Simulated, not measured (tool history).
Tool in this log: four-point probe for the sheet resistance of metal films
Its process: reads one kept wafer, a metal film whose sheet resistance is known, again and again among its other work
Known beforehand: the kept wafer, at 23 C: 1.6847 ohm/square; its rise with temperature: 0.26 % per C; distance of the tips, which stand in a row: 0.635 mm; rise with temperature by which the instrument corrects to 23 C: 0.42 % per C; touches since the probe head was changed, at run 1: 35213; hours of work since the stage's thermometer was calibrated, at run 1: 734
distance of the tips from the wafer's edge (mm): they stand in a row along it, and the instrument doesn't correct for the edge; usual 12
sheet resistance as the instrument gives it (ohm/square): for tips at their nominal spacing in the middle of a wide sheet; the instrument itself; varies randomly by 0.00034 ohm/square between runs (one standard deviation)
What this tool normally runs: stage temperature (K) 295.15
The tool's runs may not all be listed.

run   hour  stage temperature (K)  distance of the tips from the wafer's edge (mm)  touches since the probe head was changed  hours of work since the stage's thermometer was calibrated  sheet resistance as the instrument gives it (ohm/square)
  1      0                 295.15                                               12                                     35213                                                         734                                                  1.691058
  2   15.1                 295.15                                               12                                     35996                                                         745                                                  1.690472
  3   32.2                 295.15                                               12                                     36887                                                         757                                                  1.690408
  4   40.7                 295.15                                               12                                     37328                                                         763                                                  1.690873
  5   50.7                 295.15                                               12                                     37852                                                         770                                                  1.690092
  6     62                 295.15                                               12                                     38437                                                         779                                                  1.690601
  7   78.4                 295.15                                               12                                     39293                                                         791                                                  1.690544
  8   92.9                 295.15                                               12                                     40046                                                         801                                                  1.691317
  9  100.5                 295.15                                               12                                     40442                                                         807                                                  1.690717
 10  114.5                 295.15                                               12                                     41169                                                         817                                                  1.691493
 11    130                 295.15                                               12                                     41975                                                         828                                                  1.691163
 12  142.8                 295.15                                               12                                     42637                                                         837                                                  1.691375
 13  157.9                 295.15                                               12                                     43427                                                         848                                                  1.690518
 14  173.1                 295.15                                               12                                     44214                                                         859                                                  1.691102
 15  182.6                 293.15                                               12                                     44709                                                         866                                                  1.696565
 16  193.7                 293.15                                               12                                     45287                                                         874                                                  1.696238
 17  207.6                 295.15                                                6                                     46012                                                         885                                                  1.698591
 18  221.2                 295.15                                                6                                     46717                                                         894                                                  1.699363
 19  231.9                 295.15                                                6                                     47273                                                         902                                                  1.698529
 20  245.4                 295.15                                               12                                     47976                                                         912                                                  1.691557
 21  260.4                 295.15                                               12                                     48757                                                         923                                                  1.691395
 22  274.8                 296.15                                               12                                     49505                                                         933                                                  1.688229
 23  289.2                 295.15                                               74                                     50256                                                         944                                                  1.689253
 24  300.6                 295.15                                                5                                     50849                                                         952                                                  1.703343
 25  317.7                 296.15                                               13                                     51734                                                         965                                                  1.687906
 26  327.7                 291.15                                               44                                     52257                                                         972                                                  1.700087
 27  336.6                 298.15                                               40                                     52717                                                         978                                                  1.680855
 28  344.8                 292.15                                                9                                     53145                                                         984                                                  1.701934
     346.8  -- stage's thermometer calibrated
 29  356.4                 292.15                                                9                                     53720                                                           7                                                  1.701219
 30  367.1                 292.15                                                9                                     54280                                                          15                                                   1.70206
 31  379.3                 303.15                                                8                                     54911                                                          24                                                  1.674576
 32  395.7                 295.15                                               74                                     55769                                                          36                                                  1.688884
 33  404.1                 291.15                                               69                                     56205                                                          42                                                  1.700843
 34  413.3                 291.15                                               69                                     56683                                                          48                                                  1.699886
 35  427.8                 295.15                                                4                                     57438                                                          59                                                  1.711951
 36  441.4                 300.15                                               12                                     58143                                                          69                                                  1.679486
     452.1  -- stage's thermometer calibrated, once more
 37  457.9                 300.15                                               12                                     58977                                                           4                                                  1.677344
 38  473.1                 300.15                                               12                                     59768                                                          15                                                  1.677528
 39  489.4                 295.15                                                7                                     60613                                                          27                                                  1.695885
 40  499.3                 305.15                                               18                                     61129                                                          34                                                  1.663654
 41  507.6                 301.15                                               12                                     61560                                                          40                                                  1.675248
 42  519.3                 303.15                                                5                                     62170                                                          49                                                    1.6818
 43  528.9                 293.15                                               14                                     62666                                                          56                                                  1.694906
 44  538.8                 293.15                                               14                                     63184                                                          63                                                   1.69564

Per-run results on a tool with no hidden state, each run keeping its own random variation:
Hidden conditions of the tool in this case: inner tips' distance over the nominal, %; tips' flats over new ones', %; wafer's true temperature over the reading, C; drift of the gauge itself on sheet_ohm, %.
run  sheet resistance as the instrument gives it (ohm/square)
  1                                                  1.690337
  2                                                  1.689714
  3                                                  1.689607
  4                                                   1.69005
  5                                                  1.689242
  6                                                  1.689721
  7                                                  1.689623
  8                                                  1.690358
  9                                                   1.68974
 10                                                  1.690479
 11                                                   1.69011
 12                                                   1.69029
 13                                                  1.689398
 14                                                  1.689943
 15                                                  1.695373
 16                                                  1.695019
 17                                                  1.697335
 18                                                  1.698071
 19                                                  1.697211
 20                                                  1.690209
 21                                                  1.690008
 22                                                   1.68681
 23                                                  1.687794
 24                                                  1.701845
 25                                                  1.686379
 26                                                  1.698512
 27                                                  1.679291
 28                                                  1.700315
 29                                                  1.699286
 30                                                  1.700098
 31                                                  1.672648
 32                                                  1.686875
 33                                                  1.698786
 34                                                  1.697807
 35                                                  1.709834
 36                                                  1.677391
 37                                                   1.67664
 38                                                  1.676784
 39                                                  1.695094
 40                                                  1.662851
 41                                                  1.674419
 42                                                  1.680938
 43                                                  1.694016
 44                                                  1.694723
